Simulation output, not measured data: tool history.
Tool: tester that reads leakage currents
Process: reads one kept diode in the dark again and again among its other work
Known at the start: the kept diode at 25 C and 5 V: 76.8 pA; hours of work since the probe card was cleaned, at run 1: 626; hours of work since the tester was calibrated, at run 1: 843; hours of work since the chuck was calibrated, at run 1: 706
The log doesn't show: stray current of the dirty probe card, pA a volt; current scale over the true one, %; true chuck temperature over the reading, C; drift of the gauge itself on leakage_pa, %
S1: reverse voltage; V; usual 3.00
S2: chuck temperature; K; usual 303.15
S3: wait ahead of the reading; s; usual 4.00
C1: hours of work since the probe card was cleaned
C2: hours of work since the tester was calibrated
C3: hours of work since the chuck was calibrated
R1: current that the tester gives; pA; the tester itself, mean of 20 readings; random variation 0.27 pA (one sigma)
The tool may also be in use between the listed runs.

run,hour,S1,S2,S3,C1,C2,C3,R1
1,0.0,3.00,303.15,4.00,626,843,706,92.87
2,26.1,3.00,303.15,4.00,641,858,721,92.61
3,59.5,3.00,303.15,4.00,659,877,739,92.63
4,81.7,5.99,303.15,4.00,672,889,752,138.40
5,101.4,5.99,303.15,4.00,683,900,763,138.04
6,135.2,4.53,327.15,0.34,702,919,782,732.99
# hour 140.0: tester calibrated
7,154.2,8.60,305.15,2.10,711,8,791,200.33
8,183.7,5.18,327.15,2.10,728,24,808,785.88
9,207.4,3.00,293.15,2.20,741,38,821,40.41
10,242.4,11.70,303.15,4.59,760,57,840,204.72

Hidden state or all else? Some run-to-run changes of R1, split into what the settings, what came in and random variation would give without the hidden state, and what is left for the hidden state (with any gauge scatter that isn't in both results):
Run 8 -> 9: S1 5.18 -> 3.00, S2 327.15 -> 293.15, S3 2.10 -> 2.20. R1 -745.47 pA: hidden state -34.45, all else -711.02.
